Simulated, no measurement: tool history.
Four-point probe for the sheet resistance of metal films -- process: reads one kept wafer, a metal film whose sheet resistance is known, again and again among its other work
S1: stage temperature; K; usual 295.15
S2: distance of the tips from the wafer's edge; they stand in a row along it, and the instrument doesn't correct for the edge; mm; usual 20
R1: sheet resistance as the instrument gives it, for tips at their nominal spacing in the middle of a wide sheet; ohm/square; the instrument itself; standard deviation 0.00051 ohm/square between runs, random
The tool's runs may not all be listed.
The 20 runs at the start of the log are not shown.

run 21 hour=283.4 | S1=295.15 S2=20 | R1=2.542765
run 22 hour=300.0 | S1=295.15 S2=20 | R1=2.542454
run 23 hour=312.6 | S1=293.15 S2=18 | R1=2.543254
run 24 hour=325.6 | S1=293.15 S2=18 | R1=2.543021
run 25 hour=334.1 | S1=293.15 S2=18 | R1=2.543586
run 26 hour=349.1 | S1=295.15 S2=35 | R1=2.542642
run 27 hour=366.3 | S1=295.15 S2=72 | R1=2.541591
run 28 hour=382.7 | S1=300.15 S2=72 | R1=2.539630

Run 29, settings as shown, results not yet in. Your forecast:
run 29 hour=399.9 | S1=296.15 S2=3 | R1=?

R1: 2.577957 ohm/square
With no hidden state in the tool, this same run would have given R1 2.587558 ohm/square.
